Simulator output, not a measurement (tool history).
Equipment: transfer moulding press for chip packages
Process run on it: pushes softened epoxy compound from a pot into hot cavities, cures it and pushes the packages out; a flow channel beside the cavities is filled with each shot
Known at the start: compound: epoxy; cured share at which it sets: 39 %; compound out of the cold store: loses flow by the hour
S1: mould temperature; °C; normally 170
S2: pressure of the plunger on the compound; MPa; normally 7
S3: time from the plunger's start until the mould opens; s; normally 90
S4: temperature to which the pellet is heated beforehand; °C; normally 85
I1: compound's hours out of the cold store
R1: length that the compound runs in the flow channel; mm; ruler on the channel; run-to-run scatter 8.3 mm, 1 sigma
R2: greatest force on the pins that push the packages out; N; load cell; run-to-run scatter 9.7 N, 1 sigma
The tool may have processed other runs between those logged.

| run | hour | S1 | S2 | S3 | S4 | I1 | R1 | R2 |
|---|---|---|---|---|---|---|---|---|
| 1 | 0 | 170 | 7 | 90 | 85 | 14 | 932 | 458 |
| 2 | 12.4 | 170 | 7 | 104 | 85 | 25.8 | 877 | 468 |
| 3 | 23.7 | 172 | 7 | 104 | 85 | 38.3 | 797 | 502 |
| 4 | 33.4 | 172 | 7 | 104 | 85 | 16.6 | 907 | 520 |
| 5 | 41.7 | 172 | 7 | 104 | 85 | 25.7 | 856 | 535 |
| 6 | 48.7 | 172 | 7 | 104 | 85 | 43.3 | 775 | 525 |
| 7 | 61.2 | 170 | 7 | 90 | 85 | 22.7 | 871 | 638 |
|  | 68.1 | cavities cleaned with cleaning compound and waxed |
| 8 | 75.8 | 170 | 7 | 90 | 85 | 13.5 | 909 | 479 |
| 9 | 86.7 | 170 | 7 | 90 | 85 | 16 | 895 | 534 |
| 10 | 96 | 170 | 7 | 90 | 85 | 28.9 | 837 | 544 |
| 11 | 107.7 | 170 | 7 | 90 | 85 | 45.6 | 761 | 572 |
| 12 | 120.6 | 170 | 7 | 90 | 85 | 20.1 | 864 | 621 |
| 13 | 129.1 | 170 | 7 | 90 | 85 | 26.9 | 826 | 612 |
| 14 | 141.8 | 177 | 7 | 90 | 85 | 29.3 | 800 | 579 |
|  | 145.6 | cavities cleaned with cleaning compound and waxed |
| 15 | 150.3 | 177 | 7 | 90 | 85 | 28.9 | 799 | 390 |
| 16 | 159.2 | 177 | 6.18 | 114 | 85 | 22.9 | 771 | 437 |
| 17 | 173.3 | 167 | 7 | 90 | 85 | 25.2 | 838 | 632 |
| 18 | 183.4 | 177 | 6.74 | 90 | 80 | 11.9 | 871 | 512 |
| 19 | 193.1 | 177 | 6.74 | 90 | 80 | 29.8 | 762 | 522 |
| 20 | 205.4 | 170 | 7 | 84 | 79 | 20.4 | 858 | 698 |
| 21 | 212.7 | 177 | 6.8 | 90 | 85 | 28.2 | 771 | 575 |
| 22 | 220.5 | 168 | 8.09 | 73 | 87 | 36.7 | 818 | 936 |
|  | 222.7 | cavities cleaned with cleaning compound and waxed |
| 23 | 231.1 | 168 | 8.09 | 73 | 87 | 9.6 | 958 | 764 |
| 24 | 241.9 | 168 | 8.09 | 73 | 87 | 14.3 | 935 | 814 |
|  | 252.4 | plunger's sealing rings changed |
| 25 | 255.5 | 168 | 8.09 | 73 | 87 | 18.3 | 990 | 868 |
| 26 | 265.6 | 174 | 7 | 82 | 94 | 24.5 | 869 | 556 |
| 27 | 276.8 | 173 | 6.05 | 91 | 83 | 22.5 | 822 | 573 |
| 28 | 284.8 | 173 | 6.63 | 91 | 83 | 12.4 | 885 | 583 |

What if the next run were any one of these 4? Each begins from the tool's condition after run 28:
| A | 296.6 | 170 | 6.76 | 90 | 85 | 31.6 | ? | ? |
| B | 296.6 | 176 | 6.45 | 92 | 85 | 46.9 | ? | ? |
| C | 296.6 | 177 | 6.75 | 91 | 83 | 8.5 | ? | ? |
| D | 296.6 | 174 | 6.47 | 90 | 85 | 18.8 | ? | ? |

| run | R1 | R2 |
|---|---|---|
| A | 831 | 654 |
| B | 738 | 574 |
| C | 905 | 580 |
| D | 855 | 606 |
What these runs would have given with no unlogged condition in the tool:
| run | R1 | R2 |
|---|---|---|
| A | 843 | 435 |
| B | 749 | 376 |
| C | 919 | 381 |
| D | 868 | 400 |
